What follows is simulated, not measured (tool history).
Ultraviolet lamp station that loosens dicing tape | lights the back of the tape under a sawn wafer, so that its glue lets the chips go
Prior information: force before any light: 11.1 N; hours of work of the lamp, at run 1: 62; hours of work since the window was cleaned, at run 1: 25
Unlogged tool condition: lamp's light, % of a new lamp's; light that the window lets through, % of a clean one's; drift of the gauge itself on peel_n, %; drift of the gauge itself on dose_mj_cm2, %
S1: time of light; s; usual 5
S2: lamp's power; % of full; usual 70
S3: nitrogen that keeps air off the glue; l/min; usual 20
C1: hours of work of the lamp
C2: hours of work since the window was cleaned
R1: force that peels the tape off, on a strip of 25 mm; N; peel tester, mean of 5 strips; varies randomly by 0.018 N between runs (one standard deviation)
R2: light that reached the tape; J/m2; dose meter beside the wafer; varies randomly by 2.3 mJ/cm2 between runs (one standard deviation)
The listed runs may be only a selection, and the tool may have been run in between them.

run 1 hour=0.0 | S1=5 S2=70 S3=20 | C1=62 C2=25 | R1=0.914 R2=2110
run 2 hour=11.5 | S1=5 S2=70 S3=20 | C1=70 C2=33 | R1=0.869 R2=2110
run 3 hour=18.9 | S1=5 S2=70 S3=20 | C1=74 C2=38 | R1=0.913 R2=2060
run 4 hour=26.1 | S1=5 S2=70 S3=26 | C1=79 C2=42 | R1=0.752 R2=2110
run 5 hour=32.9 | S1=3 S2=70 S3=20 | C1=83 C2=47 | R1=2.277 R2=1250
run 6 hour=45.8 | S1=8 S2=70 S3=8 | C1=92 C2=55 | R1=0.660 R2=3310
run 7 hour=53.8 | S1=2 S2=93 S3=20 | C1=97 C2=60 | R1=2.930 R2=1090
run 8 hour=59.8 | S1=7 S2=96 S3=20 | C1=101 C2=64 | R1=0.156 R2=3970
run 9 hour=68.8 | S1=7 S2=96 S3=20 | C1=106 C2=70 | R1=0.155 R2=3920

Run 10 comes next. What will it give?
run 10 hour=82.0 | S1=5 S2=70 S3=36 | C1=115 C2=78 | R1=? R2=?

Run 10 gave R1 0.593 N, R2 2020 J/m2.
On a tool with no hidden condition, and with the same random variation, this run would have come out at R1 0.527 N, R2 2110 J/m2.

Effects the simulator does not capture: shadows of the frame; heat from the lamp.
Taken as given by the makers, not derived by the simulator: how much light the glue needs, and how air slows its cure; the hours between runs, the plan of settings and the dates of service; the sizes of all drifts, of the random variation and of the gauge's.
